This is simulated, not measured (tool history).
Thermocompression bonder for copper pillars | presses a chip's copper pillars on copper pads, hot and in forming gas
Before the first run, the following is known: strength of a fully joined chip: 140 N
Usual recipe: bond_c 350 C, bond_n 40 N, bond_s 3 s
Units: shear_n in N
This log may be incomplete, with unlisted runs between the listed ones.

run	day	bond_c	bond_n	bond_s	shear_n
1	0	350	40	3	65.7
2	0.712	350	40	3	64.8
3	1.121	350	40	3	65.7
4	1.821	350	40	3	64.5
5	2.496	350	40	3	65.9
6	3.421	350	40	2	56.9
# day 4.208: forming gas filter changed
7	4.292	350	40	3	68.4
8	4.883	350	40	3	68.8
9	5.425	350	59	3	79.9
10	6.029	350	59	3	80
11	6.938	350	59	8	104
12	7.45	345	53	3	73.6
13	8.238	345	53	3	74.9
14	9.117	345	53	3	73.2
15	9.767	365	28	3	65.9
16	10.675	330	27	4	52
17	11.558	330	27	4	50.2
18	12.162	377	37	5	95.2
19	12.958	350	40	5	80.5
20	13.362	350	40	5	80.5

Predict each of these 3 candidate next runs independently; none follows another, all start after run 20:
A	14.075	344	38	2	?
B	14.075	340	40	3	?
C	14.075	368	40	3	?

run	shear_n
A	54.3
B	60.2
C	79.4
With the hidden condition removed and each run's random variation left untouched, the same runs would have given:
run	shear_n
A	51.8
B	57.6
C	77.1
